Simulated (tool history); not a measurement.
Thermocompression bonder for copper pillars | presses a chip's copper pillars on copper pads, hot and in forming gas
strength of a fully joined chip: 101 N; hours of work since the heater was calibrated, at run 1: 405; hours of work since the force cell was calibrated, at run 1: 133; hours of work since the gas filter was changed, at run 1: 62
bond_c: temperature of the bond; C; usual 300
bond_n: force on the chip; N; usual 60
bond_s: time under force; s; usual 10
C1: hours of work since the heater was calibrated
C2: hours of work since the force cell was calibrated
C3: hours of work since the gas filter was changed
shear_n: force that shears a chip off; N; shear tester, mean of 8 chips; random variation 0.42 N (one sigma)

run 1 hour=0 | bond_c=300 bond_n=60 bond_s=10 | C1=405 C2=133 C3=62 | shear_n=68.6
run 2 hour=10.3 | bond_c=300 bond_n=60 bond_s=10 | C1=410 C2=139 C3=67 | shear_n=67.9
run 3 hour=31.4 | bond_c=300 bond_n=60 bond_s=10 | C1=421 C2=149 C3=78 | shear_n=68.1
run 4 hour=44.4 | bond_c=300 bond_n=60 bond_s=10 | C1=427 C2=156 C3=85 | shear_n=68.8
run 5 hour=62.1 | bond_c=315 bond_n=60 bond_s=10 | C1=436 C2=165 C3=93 | shear_n=74.5
run 6 hour=71.6 | bond_c=283 bond_n=60 bond_s=10 | C1=441 C2=169 C3=98 | shear_n=61.1
run 7 hour=92 | bond_c=283 bond_n=60 bond_s=13 | C1=451 C2=180 C3=108 | shear_n=65.4
run 8 hour=110.6 | bond_c=300 bond_n=60 bond_s=26 | C1=460 C2=189 C3=118 | shear_n=84.3
run 9 hour=120.8 | bond_c=300 bond_n=60 bond_s=26 | C1=466 C2=194 C3=123 | shear_n=84.7
run 10 hour=138.9 | bond_c=300 bond_n=72 bond_s=10 | C1=475 C2=203 C3=132 | shear_n=74.9
run 11 hour=155 | bond_c=300 bond_n=60 bond_s=10 | C1=483 C2=211 C3=140 | shear_n=68.3
run 12 hour=168.4 | bond_c=319 bond_n=60 bond_s=10 | C1=490 C2=218 C3=147 | shear_n=76.3
run 13 hour=191.7 | bond_c=319 bond_n=60 bond_s=10 | C1=501 C2=230 C3=159 | shear_n=74.7
run 14 hour=206.5 | bond_c=319 bond_n=60 bond_s=10 | C1=509 C2=237 C3=166 | shear_n=75.8
run 15 hour=218.6 | bond_c=319 bond_n=60 bond_s=10 | C1=515 C2=243 C3=172 | shear_n=75.3
run 16 hour=239.7 | bond_c=319 bond_n=60 bond_s=10 | C1=525 C2=254 C3=183 | shear_n=75.8
run 17 hour=252.9 | bond_c=319 bond_n=60 bond_s=10 | C1=532 C2=260 C3=189 | shear_n=75.2
run 18 hour=270.2 | bond_c=319 bond_n=60 bond_s=21 | C1=541 C2=269 C3=198 | shear_n=86.8
run 19 hour=287.7 | bond_c=328 bond_n=41 bond_s=8 | C1=549 C2=278 C3=207 | shear_n=62.5
run 20 hour=301.6 | bond_c=330 bond_n=41 bond_s=10 | C1=556 C2=285 C3=214 | shear_n=66.9
run 21 hour=312 | bond_c=330 bond_n=41 bond_s=10 | C1=562 C2=290 C3=219 | shear_n=66.7
run 22 hour=332.3 | bond_c=330 bond_n=41 bond_s=10 | C1=572 C2=300 C3=229 | shear_n=66.7
run 23 hour=350.3 | bond_c=330 bond_n=46 bond_s=6 | C1=581 C2=309 C3=238 | shear_n=60.9
run 24 hour=367.1 | bond_c=330 bond_n=46 bond_s=6 | C1=589 C2=318 C3=247 | shear_n=60.9
run 25 hour=387.7 | bond_c=319 bond_n=60 bond_s=10 | C1=600 C2=328 C3=257 | shear_n=75.7
run 26 hour=408.3 | bond_c=319 bond_n=60 bond_s=10 | C1=610 C2=338 C3=267 | shear_n=75
run 27 hour=420.4 | bond_c=319 bond_n=60 bond_s=10 | C1=616 C2=345 C3=274 | shear_n=74.7
run 28 hour=431.2 | bond_c=319 bond_n=60 bond_s=10 | C1=622 C2=350 C3=279 | shear_n=75.2
run 29 hour=444.6 | bond_c=277 bond_n=67 bond_s=10 | C1=628 C2=357 C3=286 | shear_n=62.5
run 30 hour=468.2 | bond_c=280 bond_n=41 bond_s=10 | C1=640 C2=369 C3=298 | shear_n=46.8
run 31 hour=480 | bond_c=283 bond_n=56 bond_s=22 | C1=646 C2=375 C3=303 | shear_n=72.5
-- hour=486.5 heater calibrated with a thermocouple chip
run 32 hour=493.9 | bond_c=285 bond_n=40 bond_s=10 | C1=4 C2=381 C3=309 | shear_n=44
run 33 hour=512.9 | bond_c=315 bond_n=40 bond_s=10 | C1=13 C2=390 C3=319 | shear_n=55.7
run 34 hour=531.6 | bond_c=300 bond_n=60 bond_s=5 | C1=23 C2=399 C3=328 | shear_n=50.7

Hidden state or all else? Some run-to-run changes of shear_n, split into what the settings, what came in and random variation would give without the hidden state, and what is left for the hidden state (with any gauge scatter that isn't in both results):
The hidden state here: true temperature of the bond over the reading, C; force that reaches the chip, % of what is set; oxide that the forming gas leaves, % of the face; drift of the gauge itself on shear_n, %.
Run 7 -> 8: bond_c 283 -> 300, bond_s 13 -> 26. shear_n +18.9 N: hidden state -1, all else +19.9.
Run 18 -> 19: bond_c 319 -> 328, bond_n 60 -> 41, bond_s 21 -> 8. shear_n -24.3 N: hidden state +0.9, all else -25.2.
Run 28 -> 29: bond_c 319 -> 277, bond_n 60 -> 67. shear_n -12.7 N: hidden state +1.1, all else -13.8.
Run 30 -> 31: bond_c 280 -> 283, bond_n 41 -> 56, bond_s 10 -> 22. shear_n +25.7 N: hidden state -0.6, all else +26.3.
Run 31 -> 32: bond_c 283 -> 285, bond_n 56 -> 40, bond_s 22 -> 10, heater calibrated with a thermocouple chip. shear_n -28.5 N: hidden state -4.1, all else -24.4.

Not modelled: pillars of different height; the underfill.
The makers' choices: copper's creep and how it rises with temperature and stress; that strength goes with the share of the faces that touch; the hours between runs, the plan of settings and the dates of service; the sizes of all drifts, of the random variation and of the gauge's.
